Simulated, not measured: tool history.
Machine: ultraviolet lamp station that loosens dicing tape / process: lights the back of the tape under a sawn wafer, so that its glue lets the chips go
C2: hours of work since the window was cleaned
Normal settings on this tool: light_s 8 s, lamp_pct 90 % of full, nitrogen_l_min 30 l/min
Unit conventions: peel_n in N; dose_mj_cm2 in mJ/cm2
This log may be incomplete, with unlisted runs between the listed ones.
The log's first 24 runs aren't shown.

{"run": 25, "hour": 446.3, "light_s": 6, "lamp_pct": 61, "nitrogen_l_min": 23, "hours of work of the lamp": 261, "C2": 194, "peel_n": 2.361, "dose_mj_cm2": 90}
{"hour": 459.3, "done": "window cleaned of glue's vapour"}
{"run": 26, "hour": 472.1, "light_s": 5, "lamp_pct": 75, "nitrogen_l_min": 23, "hours of work of the lamp": 279, "C2": 9, "peel_n": 2.065, "dose_mj_cm2": 103}
{"run": 27, "hour": 498.5, "light_s": 5, "lamp_pct": 75, "nitrogen_l_min": 23, "hours of work of the lamp": 298, "C2": 28, "peel_n": 2.153, "dose_mj_cm2": 99}
{"run": 28, "hour": 514.7, "light_s": 5, "lamp_pct": 75, "nitrogen_l_min": 56, "hours of work of the lamp": 310, "C2": 39, "peel_n": 1.541, "dose_mj_cm2": 96}
{"run": 29, "hour": 531.7, "light_s": 8, "lamp_pct": 75, "nitrogen_l_min": 17, "hours of work of the lamp": 322, "C2": 52, "peel_n": 1.434, "dose_mj_cm2": 155}
{"run": 30, "hour": 555.4, "light_s": 8, "lamp_pct": 75, "nitrogen_l_min": 17, "hours of work of the lamp": 339, "C2": 68, "peel_n": 1.519, "dose_mj_cm2": 154}
{"run": 31, "hour": 571.9, "light_s": 5, "lamp_pct": 67, "nitrogen_l_min": 30, "hours of work of the lamp": 350, "C2": 80, "peel_n": 2.288, "dose_mj_cm2": 82}
{"run": 32, "hour": 597.1, "light_s": 8, "lamp_pct": 75, "nitrogen_l_min": 11, "hours of work of the lamp": 368, "C2": 98, "peel_n": 1.915, "dose_mj_cm2": 145}
{"run": 33, "hour": 621.4, "light_s": 12, "lamp_pct": 96, "nitrogen_l_min": 33, "hours of work of the lamp": 386, "C2": 115, "peel_n": 0.39, "dose_mj_cm2": 273}
{"run": 34, "hour": 640.6, "light_s": 16, "lamp_pct": 90, "nitrogen_l_min": 10, "hours of work of the lamp": 399, "C2": 129, "peel_n": 0.574, "dose_mj_cm2": 340}
{"run": 35, "hour": 663.9, "light_s": 7, "lamp_pct": 90, "nitrogen_l_min": 30, "hours of work of the lamp": 416, "C2": 146, "peel_n": 1.226, "dose_mj_cm2": 145}
{"run": 36, "hour": 682.2, "light_s": 8, "lamp_pct": 90, "nitrogen_l_min": 10, "hours of work of the lamp": 429, "C2": 159, "peel_n": 1.846, "dose_mj_cm2": 161}
{"run": 37, "hour": 707.7, "light_s": 8, "lamp_pct": 88, "nitrogen_l_min": 52, "hours of work of the lamp": 447, "C2": 177, "peel_n": 0.861, "dose_mj_cm2": 157}
{"run": 38, "hour": 730.7, "light_s": 12, "lamp_pct": 88, "nitrogen_l_min": 42, "hours of work of the lamp": 463, "C2": 193, "peel_n": 0.484, "dose_mj_cm2": 226}
{"hour": 745.2, "done": "window cleaned of glue's vapour"}
{"run": 39, "hour": 746.0, "light_s": 12, "lamp_pct": 88, "nitrogen_l_min": 42, "hours of work of the lamp": 474, "C2": 1, "peel_n": 0.382, "dose_mj_cm2": 260}
{"run": 40, "hour": 761.7, "light_s": 12, "lamp_pct": 88, "nitrogen_l_min": 42, "hours of work of the lamp": 485, "C2": 12, "peel_n": 0.385, "dose_mj_cm2": 252}
{"run": 41, "hour": 785.6, "light_s": 12, "lamp_pct": 88, "nitrogen_l_min": 42, "hours of work of the lamp": 502, "C2": 29, "peel_n": 0.4, "dose_mj_cm2": 247}
{"run": 42, "hour": 801.8, "light_s": 12, "lamp_pct": 88, "nitrogen_l_min": 42, "hours of work of the lamp": 514, "C2": 40, "peel_n": 0.412, "dose_mj_cm2": 244}
{"run": 43, "hour": 827.9, "light_s": 10, "lamp_pct": 84, "nitrogen_l_min": 46, "hours of work of the lamp": 532, "C2": 59, "peel_n": 0.642, "dose_mj_cm2": 190}
{"run": 44, "hour": 844.0, "light_s": 8, "lamp_pct": 95, "nitrogen_l_min": 30, "hours of work of the lamp": 544, "C2": 70, "peel_n": 0.924, "dose_mj_cm2": 165}

Predict each of these 3 candidate next runs independently; none follows another, all start after run 44:
{"run": "A", "hour": 863.6, "light_s": 6, "lamp_pct": 78, "nitrogen_l_min": 12, "hours of work of the lamp": 558, "C2": 84, "peel_n": "?", "dose_mj_cm2": "?"}
{"run": "B", "hour": 863.6, "light_s": 6, "lamp_pct": 95, "nitrogen_l_min": 10, "hours of work of the lamp": 558, "C2": 84, "peel_n": "?", "dose_mj_cm2": "?"}
{"run": "C", "hour": 863.6, "light_s": 9, "lamp_pct": 90, "nitrogen_l_min": 30, "hours of work of the lamp": 558, "C2": 84, "peel_n": "?", "dose_mj_cm2": "?"}

run=A peel_n=2.606 dose_mj_cm2=101
run=B peel_n=2.350 dose_mj_cm2=125
run=C peel_n=0.910 dose_mj_cm2=178
Stripped of hidden state, with their random variation kept, the same runs would have yielded:
run=A peel_n=1.710 dose_mj_cm2=153
run=B peel_n=1.471 dose_mj_cm2=188
run=C peel_n=0.450 dose_mj_cm2=268
